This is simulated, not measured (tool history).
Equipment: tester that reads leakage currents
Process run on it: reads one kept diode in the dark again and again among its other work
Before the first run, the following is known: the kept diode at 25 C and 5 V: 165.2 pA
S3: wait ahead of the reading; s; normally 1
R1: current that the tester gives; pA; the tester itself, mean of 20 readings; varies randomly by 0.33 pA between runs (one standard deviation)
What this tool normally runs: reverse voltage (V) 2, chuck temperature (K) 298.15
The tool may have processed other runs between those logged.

{"run": 1, "hour": 0.0, "reverse voltage (V)": 2, "chuck temperature (K)": 298.15, "S3": 1, "R1": 126.09}
{"run": 2, "hour": 44.6, "reverse voltage (V)": 2, "chuck temperature (K)": 295.15, "S3": 1, "R1": 95.26}
{"run": 3, "hour": 115.6, "reverse voltage (V)": 2, "chuck temperature (K)": 310.15, "S3": 1, "R1": 374.71}
{"run": 4, "hour": 163.3, "reverse voltage (V)": 2, "chuck temperature (K)": 298.15, "S3": 1, "R1": 125.96}
{"run": 5, "hour": 208.5, "reverse voltage (V)": 2, "chuck temperature (K)": 298.15, "S3": 1, "R1": 125.58}
{"run": 6, "hour": 255.5, "reverse voltage (V)": 2, "chuck temperature (K)": 298.15, "S3": 1, "R1": 125.84}
{"run": 7, "hour": 327.8, "reverse voltage (V)": 2, "chuck temperature (K)": 298.15, "S3": 1, "R1": 125.52}
{"run": 8, "hour": 392.0, "reverse voltage (V)": 2, "chuck temperature (K)": 298.15, "S3": 2.08, "R1": 125.18}
{"run": 9, "hour": 427.0, "reverse voltage (V)": 3.39, "chuck temperature (K)": 298.15, "S3": 2.08, "R1": 151.78}
{"run": 10, "hour": 468.1, "reverse voltage (V)": 3.39, "chuck temperature (K)": 298.15, "S3": 2.08, "R1": 150.85}
{"run": 11, "hour": 536.1, "reverse voltage (V)": 3.39, "chuck temperature (K)": 298.15, "S3": 2.08, "R1": 151.51}
{"run": 12, "hour": 579.3, "reverse voltage (V)": 2, "chuck temperature (K)": 298.15, "S3": 2.14, "R1": 125.03}
{"run": 13, "hour": 649.7, "reverse voltage (V)": 2, "chuck temperature (K)": 320.15, "S3": 2.14, "R1": 875.87}
{"run": 14, "hour": 706.7, "reverse voltage (V)": 2, "chuck temperature (K)": 320.15, "S3": 2.14, "R1": 878.05}
{"run": 15, "hour": 791.8, "reverse voltage (V)": 2, "chuck temperature (K)": 298.15, "S3": 1, "R1": 125.22}
{"hour": 802.8, "done": "probe card cleaned and baked"}
{"run": 16, "hour": 879.7, "reverse voltage (V)": 2, "chuck temperature (K)": 313.15, "S3": 1, "R1": 475.65}
{"run": 17, "hour": 951.7, "reverse voltage (V)": 2, "chuck temperature (K)": 314.15, "S3": 1, "R1": 516.13}
{"run": 18, "hour": 1019.1, "reverse voltage (V)": 11.91, "chuck temperature (K)": 298.15, "S3": 1, "R1": 216.08}
{"run": 19, "hour": 1080.9, "reverse voltage (V)": 11.91, "chuck temperature (K)": 298.15, "S3": 1, "R1": 216.51}
{"run": 20, "hour": 1116.1, "reverse voltage (V)": 11.91, "chuck temperature (K)": 298.15, "S3": 1, "R1": 216.19}
{"run": 21, "hour": 1161.9, "reverse voltage (V)": 16.28, "chuck temperature (K)": 317.15, "S3": 4.47, "R1": 1317}
{"run": 22, "hour": 1233.3, "reverse voltage (V)": 2, "chuck temperature (K)": 298.15, "S3": 0.59, "R1": 119.07}
{"run": 23, "hour": 1273.3, "reverse voltage (V)": 2, "chuck temperature (K)": 298.15, "S3": 0.59, "R1": 118.89}
{"hour": 1282.7, "done": "chuck's temperature calibrated"}
{"run": 24, "hour": 1328.0, "reverse voltage (V)": 2, "chuck temperature (K)": 298.15, "S3": 0.59, "R1": 117.44}
{"run": 25, "hour": 1369.2, "reverse voltage (V)": 2, "chuck temperature (K)": 297.15, "S3": 0.35, "R1": 107.52}
{"run": 26, "hour": 1411.2, "reverse voltage (V)": 2, "chuck temperature (K)": 297.15, "S3": 0.35, "R1": 106.94}
{"run": 27, "hour": 1453.8, "reverse voltage (V)": 8.89, "chuck temperature (K)": 323.15, "S3": 2.34, "R1": 1751.2}
{"run": 28, "hour": 1489.1, "reverse voltage (V)": 2.32, "chuck temperature (K)": 298.15, "S3": 1, "R1": 121.88}
{"hour": 1519.5, "done": "chuck's temperature calibrated, once more"}
{"run": 29, "hour": 1570.0, "reverse voltage (V)": 2.32, "chuck temperature (K)": 298.15, "S3": 0.84, "R1": 132.6}
{"run": 30, "hour": 1642.6, "reverse voltage (V)": 2.9, "chuck temperature (K)": 298.15, "S3": 3.39, "R1": 141.94}
{"run": 31, "hour": 1699.7, "reverse voltage (V)": 2, "chuck temperature (K)": 312.15, "S3": 0.6, "R1": 452.76}
{"run": 32, "hour": 1779.1, "reverse voltage (V)": 1.7, "chuck temperature (K)": 300.15, "S3": 4.83, "R1": 142.91}
{"run": 33, "hour": 1863.0, "reverse voltage (V)": 1.7, "chuck temperature (K)": 300.15, "S3": 4.83, "R1": 142.61}
{"run": 34, "hour": 1940.7, "reverse voltage (V)": 1.7, "chuck temperature (K)": 300.15, "S3": 4.83, "R1": 142.94}
{"run": 35, "hour": 1999.6, "reverse voltage (V)": 1.7, "chuck temperature (K)": 305.15, "S3": 1.78, "R1": 226.49}

Run by run, hidden condition taken away, random variation retained:
The tool's hidden condition here consists of: stray current of the dirty probe card, pA a volt; current scale over the true one, %; true chuck temperature over the reading, C; drift of the gauge itself on leakage_pa, %.
run=1 R1=123.34
run=2 R1=92.21
run=3 R1=375.35
run=4 R1=123.44
run=5 R1=123.14
run=6 R1=123.47
run=7 R1=123.25
run=8 R1=123
run=9 R1=146.63
run=10 R1=145.74
run=11 R1=146.39
run=12 R1=123.11
run=13 R1=894.26
run=14 R1=897.67
run=15 R1=123.62
run=16 R1=492.54
run=17 R1=535.2
run=18 R1=222.45
run=19 R1=222.41
run=20 R1=221.76
run=21 R1=1366.22
run=22 R1=124.12
run=23 R1=123.98
run=24 R1=124.39
run=25 R1=113.82
run=26 R1=113.26
run=27 R1=1854.3
run=28 R1=129.15
run=29 R1=130.04
run=30 R1=138.88
run=31 R1=450.52
run=32 R1=141.32
run=33 R1=141.18
run=34 R1=141.68
run=35 R1=226.05
